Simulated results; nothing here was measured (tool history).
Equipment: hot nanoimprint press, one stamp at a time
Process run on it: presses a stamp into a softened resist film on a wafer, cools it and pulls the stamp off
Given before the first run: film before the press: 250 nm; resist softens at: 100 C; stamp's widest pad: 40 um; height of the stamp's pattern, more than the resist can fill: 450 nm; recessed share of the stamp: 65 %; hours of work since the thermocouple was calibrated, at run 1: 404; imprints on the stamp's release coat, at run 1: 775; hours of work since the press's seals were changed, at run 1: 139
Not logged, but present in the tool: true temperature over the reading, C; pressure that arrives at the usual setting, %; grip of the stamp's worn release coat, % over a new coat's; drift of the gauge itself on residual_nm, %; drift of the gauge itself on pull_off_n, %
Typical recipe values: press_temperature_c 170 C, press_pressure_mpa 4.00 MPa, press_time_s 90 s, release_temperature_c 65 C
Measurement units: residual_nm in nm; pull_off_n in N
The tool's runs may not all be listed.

| run | hour | press_temperature_c | press_pressure_mpa | press_time_s | release_temperature_c | hours of work since the thermocouple was calibrated | imprints on the stamp's release coat | hours of work since the press's seals were changed | residual_nm | pull_off_n |
|---|---|---|---|---|---|---|---|---|---|---|
| 1 | 0.0 | 170 | 4.00 | 90 | 65 | 404 | 775 | 139 | 131.8 | 140 |
| 2 | 5.0 | 170 | 4.00 | 90 | 65 | 407 | 786 | 142 | 131.8 | 136 |
| 3 | 10.0 | 170 | 4.00 | 90 | 65 | 410 | 797 | 145 | 132.0 | 141 |
| 4 | 18.5 | 170 | 4.00 | 90 | 65 | 415 | 816 | 150 | 132.1 | 144 |
| 5 | 25.4 | 170 | 4.00 | 90 | 65 | 419 | 831 | 154 | 131.3 | 143 |
| 6 | 30.3 | 170 | 5.03 | 90 | 65 | 422 | 842 | 157 | 117.4 | 145 |
| 7 | 38.0 | 170 | 5.03 | 90 | 65 | 426 | 859 | 162 | 117.8 | 149 |
| 8 | 43.9 | 170 | 4.00 | 90 | 69 | 430 | 872 | 165 | 130.7 | 130 |
| 9 | 52.0 | 170 | 4.00 | 90 | 54 | 435 | 890 | 170 | 130.5 | 177 |
| 10 | 59.3 | 170 | 4.00 | 90 | 65 | 439 | 906 | 174 | 132.0 | 146 |
|  | 62.8 | plate thermocouple calibrated |
| 11 | 66.7 | 170 | 3.19 | 90 | 65 | 2 | 916 | 177 | 149.4 | 147 |
| 12 | 74.9 | 168 | 3.19 | 90 | 65 | 7 | 934 | 182 | 157.0 | 146 |
| 13 | 84.0 | 168 | 3.19 | 90 | 65 | 13 | 954 | 187 | 155.7 | 147 |
| 14 | 90.7 | 170 | 4.00 | 90 | 65 | 16 | 969 | 191 | 134.0 | 151 |
|  | 99.1 | plate thermocouple calibrated, once more |
| 15 | 103.1 | 170 | 4.00 | 90 | 65 | 2 | 990 | 196 | 126.2 | 142 |
| 16 | 110.0 | 170 | 4.00 | 90 | 65 | 6 | 1005 | 201 | 126.6 | 140 |
| 17 | 116.8 | 161 | 4.00 | 90 | 65 | 10 | 1020 | 205 | 159.3 | 138 |
| 18 | 121.7 | 161 | 4.23 | 52 | 65 | 13 | 1031 | 207 | 179.6 | 144 |
| 19 | 128.9 | 161 | 4.23 | 52 | 65 | 18 | 1047 | 212 | 177.3 | 142 |
| 20 | 137.2 | 174 | 5.38 | 72 | 62 | 23 | 1065 | 217 | 107.0 | 156 |
| 21 | 146.0 | 170 | 5.93 | 95 | 63 | 28 | 1084 | 222 | 101.2 | 151 |
| 22 | 154.0 | 163 | 5.93 | 95 | 69 | 32 | 1102 | 227 | 123.6 | 134 |
| 23 | 161.8 | 163 | 5.93 | 95 | 69 | 37 | 1119 | 231 | 122.3 | 132 |
| 24 | 169.4 | 175 | 3.61 | 90 | 71 | 42 | 1136 | 236 | 118.3 | 128 |
| 25 | 174.8 | 164 | 4.82 | 90 | 64 | 45 | 1148 | 239 | 135.4 | 145 |
| 26 | 180.2 | 159 | 4.00 | 90 | 60 | 48 | 1160 | 242 | 169.1 | 158 |
| 27 | 187.9 | 160 | 4.00 | 107 | 54 | 53 | 1177 | 247 | 158.9 | 177 |
| 28 | 196.9 | 160 | 4.00 | 107 | 54 | 58 | 1197 | 252 | 155.2 | 175 |
| 29 | 204.8 | 170 | 4.00 | 169 | 64 | 62 | 1214 | 257 | 101.7 | 145 |
| 30 | 211.2 | 168 | 4.00 | 90 | 65 | 66 | 1229 | 260 | 133.7 | 144 |
| 31 | 219.4 | 173 | 4.00 | 90 | 58 | 71 | 1247 | 265 | 119.8 | 166 |

Consider 3 possible next runs. They are alternatives, not a sequence: every one starts from the tool as it was left by run 31. What does each give?
| A | 225.3 | 175 | 5.09 | 90 | 67 | 75 | 1260 | 269 | ? | ? |
| B | 225.3 | 170 | 4.00 | 96 | 65 | 75 | 1260 | 269 | ? | ? |
| C | 225.3 | 170 | 4.00 | 114 | 65 | 75 | 1260 | 269 | ? | ? |

| run | residual_nm | pull_off_n |
|---|---|---|
| A | 98.5 | 147 |
| B | 124.8 | 144 |
| C | 118.8 | 150 |
The same runs, with their run-to-run variation unchanged, on a tool lacking any hidden condition would have given:
| run | residual_nm | pull_off_n |
|---|---|---|
| A | 96.6 | 125 |
| B | 122.9 | 122 |
| C | 116.9 | 128 |
